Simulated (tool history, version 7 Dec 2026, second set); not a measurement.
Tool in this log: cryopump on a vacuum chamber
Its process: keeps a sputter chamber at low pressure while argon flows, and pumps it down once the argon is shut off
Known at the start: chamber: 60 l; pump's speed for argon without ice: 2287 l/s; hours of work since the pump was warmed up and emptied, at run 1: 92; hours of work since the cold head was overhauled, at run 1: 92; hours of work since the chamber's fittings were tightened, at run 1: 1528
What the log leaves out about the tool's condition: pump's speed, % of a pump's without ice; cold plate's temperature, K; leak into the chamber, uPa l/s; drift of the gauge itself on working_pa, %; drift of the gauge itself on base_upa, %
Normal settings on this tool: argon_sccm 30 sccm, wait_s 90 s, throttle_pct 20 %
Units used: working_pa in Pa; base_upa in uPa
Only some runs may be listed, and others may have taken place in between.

run	hour	argon_sccm	wait_s	throttle_pct	hours of work since the pump was warmed up and emptied	hours of work since the cold head was overhauled	hours of work since the chamber's fittings were tightened	working_pa	base_upa
1	0	30	90	20	92	92	1528	0.1119	1.14
2	16.6	30	90	20	103	103	1539	0.1123	1.14
3	28.9	30	90	20	111	111	1547	0.1122	1.12
4	47.3	30	90	20	123	123	1559	0.1119	1.12
5	62.2	30	90	20	133	133	1569	0.1103	1.14
6	80.3	21	90	20	145	145	1582	0.079	1.17
7	91	21	90	20	153	153	1589	0.0797	1.15
8	110.3	21	90	20	166	166	1602	0.079	1.16
9	126.1	21	90	51	176	176	1612	0.0313	1.16
10	136.5	23	90	20	183	183	1619	0.087	1.19
11	145.3	23	90	20	189	189	1625	0.0875	1.17
12	156.1	26	90	20	196	196	1632	0.0979	1.2
13	174.3	30	121	20	209	209	1645	0.114	1.14
14	184.9	38	90	20	216	216	1652	0.1451	1.18
15	196.9	38	90	20	224	224	1660	0.144	1.18
16	215.4	38	90	20	236	236	1672	0.1441	1.24
17	227.3	34	81	20	244	244	1680	0.1294	1.27
18	235.6	57	81	20	250	250	1686	0.2163	1.29
19	249.5	22	90	20	259	259	1695	0.0838	1.3
20	260.9	13	90	32	267	267	1703	0.0308	1.24
21	269.6	30	243	46	272	272	1709	0.0508	1.06
22	279.5	16	59	47	279	279	1715	0.0282	1.42
23	292.5	30	21	51	288	288	1724	0.0465	2.33
24	312.3	55	141	20	301	301	1737	0.209	1.18
25	327.5	55	141	20	311	311	1747	0.2115	1.19
26	341.4	13	141	54	321	321	1757	0.0197	1.22
27	351.8	30	98	20	328	328	1764	0.1149	1.27
28	370.3	28	76	20	340	340	1776	0.1078	1.4
29	388.9	48	76	42	352	352	1789	0.0924	1.42

Forecast each of these 3 alternatives for the next run:
A	399.7	23	263	52	360	360	1796	?	?
B	399.7	30	118	20	360	360	1796	?	?
C	399.7	26	50	42	360	360	1796	?	?

run	working_pa	base_upa
A	0.0378	1.18
B	0.1155	1.3
C	0.0504	1.63
Without the tool's hidden state the same runs would have given:
run	working_pa	base_upa
A	0.034	0.28
B	0.1106	0.4
C	0.0462	0.73
